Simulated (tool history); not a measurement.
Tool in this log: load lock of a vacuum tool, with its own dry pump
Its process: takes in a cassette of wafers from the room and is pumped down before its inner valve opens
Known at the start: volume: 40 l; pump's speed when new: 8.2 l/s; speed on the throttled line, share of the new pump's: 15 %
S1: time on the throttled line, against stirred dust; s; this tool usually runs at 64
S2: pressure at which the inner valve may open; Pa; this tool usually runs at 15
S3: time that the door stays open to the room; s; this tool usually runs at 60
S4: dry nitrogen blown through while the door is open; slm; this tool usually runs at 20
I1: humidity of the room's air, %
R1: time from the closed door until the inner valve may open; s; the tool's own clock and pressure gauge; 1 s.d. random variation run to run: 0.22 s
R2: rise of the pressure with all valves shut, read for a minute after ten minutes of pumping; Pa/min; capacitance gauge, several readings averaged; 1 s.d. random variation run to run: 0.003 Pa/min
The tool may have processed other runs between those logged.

Run 1, hour 0.0: usual settings; I1 44.4. Result: R1 101.0 s, R2 0.042 Pa/min.
Run 2, hour 197.3: usual settings; I1 44.1. Result: R1 100.6 s, R2 0.040 Pa/min.
Run 3, hour 531.2: usual settings but S2 20 Pa; I1 43.1. Result: R1 99.3 s, R2 0.040 Pa/min.
Run 4, hour 727.8: usual settings but S2 20 Pa, S4 11 slm; I1 44.8. Result: R1 99.4 s, R2 0.062 Pa/min.
Run 5, hour 942.1: usual settings but S2 20 Pa, S3 160 s, S4 11 slm; I1 46.6. Result: R1 99.5 s, R2 0.075 Pa/min.
Run 6, hour 1220.5: usual settings but S3 158 s; I1 50.3. Result: R1 101.0 s, R2 0.063 Pa/min.
Run 7, hour 1440.6: usual settings but S3 158 s; I1 48.0. Result: R1 101.3 s, R2 0.066 Pa/min.
Run 8, hour 1651.7: usual settings but S3 158 s; I1 43.9. Result: R1 101.1 s, R2 0.063 Pa/min.
Run 9, hour 1946.8: usual settings; I1 43.7. Result: R1 101.3 s, R2 0.055 Pa/min.
Run 10, hour 2124.6: usual settings; I1 45.6. Result: R1 100.9 s, R2 0.062 Pa/min.
Run 11, hour 2468.4: usual settings; I1 46.5. Result: R1 102.0 s, R2 0.064 Pa/min.
Run 12, hour 2833.4: usual settings; I1 44.1. Result: R1 101.4 s, R2 0.068 Pa/min.
Run 13, hour 3097.6: usual settings; I1 44.8. Result: R1 101.5 s, R2 0.069 Pa/min.
At hour 3356.2: dry pump taken out, an overhauled one fitted.
Run 14, hour 3356.2: usual settings; I1 46.1. Result: R1 98.2 s, R2 0.074 Pa/min.
Run 15, hour 3552.8: usual settings but S3 98 s; I1 43.2. Result: R1 98.3 s, R2 0.077 Pa/min.
Run 16, hour 3751.8: usual settings but S2 19 Pa, S3 223 s, S4 23 slm; I1 45.7. Result: R1 97.0 s, R2 0.086 Pa/min.
Run 17, hour 3930.3: usual settings but S2 19 Pa, S3 223 s, S4 23 slm; I1 46.2. Result: R1 97.3 s, R2 0.093 Pa/min.
Run 18, hour 4256.9: usual settings but S2 19 Pa, S3 223 s, S4 23 slm; I1 45.2. Result: R1 96.7 s, R2 0.090 Pa/min.
Run 19, hour 4495.0: usual settings but S2 19 Pa, S3 223 s, S4 23 slm; I1 49.0. Result: R1 96.8 s, R2 0.100 Pa/min.
Run 20, hour 4668.8: usual settings but S1 81 s; I1 45.0. Result: R1 113.0 s, R2 0.092 Pa/min.
Run 21, hour 5024.0: usual settings but S1 81 s; I1 49.9. Result: R1 112.8 s, R2 0.106 Pa/min.
Run 22, hour 5345.4: usual settings but S1 45 s; I1 45.2. Result: R1 82.2 s, R2 0.103 Pa/min.
Run 23, hour 5520.7: usual settings but S1 45 s, S4 6 slm; I1 46.4. Result: R1 82.5 s, R2 0.129 Pa/min.
Run 24, hour 5800.9: usual settings but S1 45 s, S2 10 Pa, S3 203 s, S4 6 slm; I1 46.2. Result: R1 84.7 s, R2 0.160 Pa/min.
Run 25, hour 6154.8: usual settings but S1 45 s, S2 10 Pa, S3 203 s, S4 6 slm; I1 42.0. Result: R1 84.8 s, R2 0.154 Pa/min.
Run 26, hour 6343.0: usual settings but S2 10 Pa; I1 46.1. Result: R1 100.5 s, R2 0.107 Pa/min.
Run 27, hour 6665.7: usual settings but S2 10 Pa; I1 41.7. Result: R1 101.0 s, R2 0.112 Pa/min.
Run 28, hour 6945.6: usual settings but S2 10 Pa; I1 45.8. Result: R1 101.1 s, R2 0.122 Pa/min.
Run 29, hour 7254.1: usual settings but S2 23 Pa, S4 9 slm; I1 44.9. Result: R1 96.6 s, R2 0.143 Pa/min.
Run 30, hour 7449.4: usual settings but S1 101 s, S2 26 Pa, S3 63 s, S4 28 slm; I1 48.2. Result: R1 127.9 s, R2 0.124 Pa/min.

Forecast each of these 3 alternatives for the next run:
Run A, hour 7724.9: usual settings but S1 101 s, S2 26 Pa, S3 48 s, S4 28 slm; I1 44.8. Result: R1 ?, R2 ?.
Run B, hour 7724.9: usual settings but S1 70 s, S2 19 Pa, S3 66 s; I1 45.4. Result: R1 ?, R2 ?.
Run C, hour 7724.9: usual settings but S1 101 s, S3 72 s, S4 28 slm; I1 46.3. Result: R1 ?, R2 ?.

run     R1     R2
  A  127.4  0.133
  B  102.7  0.128
  C  130.9  0.132
What these runs would have given with no unlogged condition in the tool:
run     R1     R2
  A  126.7  0.026
  B  101.7  0.024
  C  130.0  0.027
